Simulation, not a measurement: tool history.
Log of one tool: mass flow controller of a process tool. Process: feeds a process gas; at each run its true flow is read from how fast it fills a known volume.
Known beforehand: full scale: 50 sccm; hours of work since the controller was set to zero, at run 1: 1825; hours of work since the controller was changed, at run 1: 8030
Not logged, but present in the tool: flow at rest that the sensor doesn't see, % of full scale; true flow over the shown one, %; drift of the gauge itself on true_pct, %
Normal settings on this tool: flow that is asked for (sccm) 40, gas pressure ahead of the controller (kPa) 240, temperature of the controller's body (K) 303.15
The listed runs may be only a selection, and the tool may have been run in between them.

run,hour,flow that is asked for (sccm),gas pressure ahead of the controller (kPa),temperature of the controller's body (K),hours of work since the controller was set to zero,hours of work since the controller was changed,true flow (%)
1,0,40,240,303.15,1825,8030,102.45
2,280.1,40,240,303.15,1957,8162,102.52
3,581.4,40,197,303.15,2098,8304,102.38
4,896.8,40,186,303.15,2247,8452,102.49
5,1134.2,40,240,303.15,2358,8564,102.64
6,1361.3,40,240,303.15,2465,8670,102.65
7,1725.2,40,240,303.15,2636,8842,102.54
8,2033.8,15,240,303.15,2782,8987,101.76
9,2575.2,40,240,313.15,3036,9241,103.75
10,3019.9,40,240,313.15,3245,9451,103.77
11,3544.8,40,240,313.15,3492,9697,103.72
12,3949.1,40,240,313.15,3683,9888,103.84
13,4463.2,40,240,313.15,3924,10129,103.98
14,4724.6,6,240,303.15,4047,10252,100.1
15,4958.4,6,240,303.15,4157,10362,100.14
16,5248.5,6,237,303.15,4294,10499,100.09
17,5645.7,6,237,303.15,4481,10686,99.97
18,6066.1,6,237,306.15,4678,10883,100.24
19,6403.4,40,240,303.15,4837,11042,103.15
20,6827.9,40,240,303.15,5037,11242,102.98
21,7349.8,40,240,303.15,5282,11487,103.07
# hour 7397: controller's zero set anew
22,7883.5,40,169,305.15,229,11738,103.24
23,8315.4,40,169,305.15,432,11941,103.16
24,8591.1,26,206,305.15,562,12071,102.71
# hour 8702.1: controller's zero set anew, once more
25,9086.2,5,173,305.15,181,12303,103.04
26,9548.9,5,173,305.15,398,12521,103
27,10015,5,173,305.15,618,12740,102.81
28,10372.4,5,173,305.15,786,12908,102.8
29,10912.1,11,173,312.15,1040,13162,104.01
30,11146.1,11,173,312.15,1150,13272,104.02

Forecast run 31:
31,11498.9,13,250,298.15,1316,13438,?

Run 31 yielded true flow (%) 102.87.
Were there no unlogged condition in the tool, this run, its random variation unchanged, would have produced true flow (%) 99.4.
